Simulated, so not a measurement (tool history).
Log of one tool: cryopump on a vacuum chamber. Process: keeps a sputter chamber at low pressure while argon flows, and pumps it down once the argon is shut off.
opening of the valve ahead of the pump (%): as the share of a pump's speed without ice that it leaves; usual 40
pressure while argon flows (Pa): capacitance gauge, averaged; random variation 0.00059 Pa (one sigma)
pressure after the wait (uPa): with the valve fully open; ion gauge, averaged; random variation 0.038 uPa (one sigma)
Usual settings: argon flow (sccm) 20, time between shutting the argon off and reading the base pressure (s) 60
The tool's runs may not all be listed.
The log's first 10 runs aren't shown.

run,hour,argon flow (sccm),time between shutting the argon off and reading the base pressure (s),opening of the valve ahead of the pump (%),pressure while argon flows (Pa),pressure after the wait (uPa)
11,370.1,20,32,40,0.0857,4.20
12,413.8,20,32,40,0.0840,4.02
13,464.7,20,60,40,0.0857,2.45
14,495.9,20,60,40,0.0854,2.50
15,547.1,20,60,40,0.0872,2.53
# hour 556.9: pump warmed up, emptied and cooled again
16,581.3,20,60,40,0.0790,2.38
17,628.1,20,60,40,0.0788,2.45
18,665.5,20,60,40,0.0804,2.45
19,712.4,30,179,23,0.2069,1.22
20,754.9,30,179,23,0.2086,1.25
21,785.4,40,154,28,0.2278,1.33
22,807.5,23,21,40,0.0920,5.88
23,859.9,23,21,40,0.0925,5.86
24,903.7,23,134,56,0.0688,1.43
25,957.2,21,60,40,0.0865,2.51
26,987.3,21,60,40,0.0874,2.60
27,1038.3,28,60,16,0.2794,2.51
28,1073.3,12,111,37,0.0535,1.75
29,1115.9,35,39,45,0.1316,3.60
30,1159.1,20,156,25,0.1316,1.49
31,1203.5,9,253,40,0.0376,1.21
32,1227.2,38,105,22,0.2807,1.75
33,1267.5,20,222,38,0.0917,1.34
34,1314.2,20,222,38,0.0890,1.31
# hour 1331.1: pump warmed up, emptied and cooled again
35,1363.3,28,183,60,0.0743,1.31

Forecast each of these 3 alternatives for the next run:
A,1407.7,38,117,40,?,?
B,1407.7,20,60,58,?,?
C,1407.7,20,293,40,?,?

run,pressure while argon flows (Pa),pressure after the wait (uPa)
A,0.1521,1.65
B,0.0562,2.56
C,0.0793,1.11
Without the tool's hidden state the same runs would have given:
run,pressure while argon flows (Pa),pressure after the wait (uPa)
A,0.1503,1.22
B,0.0552,2.13
C,0.0783,0.68
